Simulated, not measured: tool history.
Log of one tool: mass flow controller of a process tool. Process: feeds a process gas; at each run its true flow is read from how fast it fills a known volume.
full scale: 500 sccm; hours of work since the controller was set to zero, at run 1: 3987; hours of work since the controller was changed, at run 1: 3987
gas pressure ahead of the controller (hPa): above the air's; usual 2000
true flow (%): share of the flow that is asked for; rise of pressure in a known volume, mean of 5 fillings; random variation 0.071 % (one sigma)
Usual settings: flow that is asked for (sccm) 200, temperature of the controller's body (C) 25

run    hour  flow that is asked for (sccm)  gas pressure ahead of the controller (hPa)  temperature of the controller's body (C)  hours of work since the controller was set to zero  hours of work since the controller was changed  true flow (%)
  1     0.0                            200                                        2000                                        25                                                3987                                            3987         103.45
  2   239.9                            200                                        2000                                        25                                                4072                                            4072         103.61
  3   394.6                            145                                        2000                                        25                                                4127                                            4127         104.44
  4   613.6                            145                                        2000                                        25                                                4205                                            4205         104.56
  5   888.9                            145                                        2000                                        25                                                4303                                            4303         104.65
  6  1223.6                            145                                        2000                                        25                                                4422                                            4422         104.71
  7  1405.0                            200                                        2000                                        25                                                4486                                            4486         104.04
  8  1656.3                            200                                        1930                                        25                                                4576                                            4576         103.99
     1674.9  -- controller's zero set anew
  9  1884.9                            200                                        1930                                        25                                                  75                                            4657         105.72
 10  2029.2                            200                                        1930                                        25                                                 126                                            4708         105.70
 11  2207.5                            200                                        1930                                        25                                                 189                                            4772         105.76
 12  2459.8                            175                                        2010                                        23                                                 279                                            4861         106.57
 13  2773.3                            349                                        2120                                        29                                                 391                                            4973         103.79
 14  3032.6                            200                                        2000                                        27                                                 483                                            5065         105.95
     3063.2  -- controller's zero set anew, once more
 15  3333.3                             71                                        1650                                        27                                                  96                                            5172         101.34
 16  3637.3                            102                                        2410                                        33                                                 204                                            5280         101.06
 17  3863.7                            102                                        2070                                        33                                                 285                                            5360         101.05
 18  4163.1                            102                                        2070                                        33                                                 391                                            5467         101.28

4 ways to go on from here, each from the tool as it stands after run 18. What would each give?
  A  4461.1                            475                                        1850                                        33                                                 497                                            5573              ?
  B  4461.1                            229                                        2110                                        25                                                 497                                            5573              ?
  C  4461.1                            102                                        2070                                        31                                                 497                                            5573              ?
  D  4461.1                            102                                        2170                                        33                                                 497                                            5573              ?

run  true flow (%)
  A         101.39
  B         102.13
  C         101.63
  D         101.30
Without the tool's hidden state the same runs would have given:
run  true flow (%)
  A          99.07
  B          99.68
  C          98.87
  D          98.54
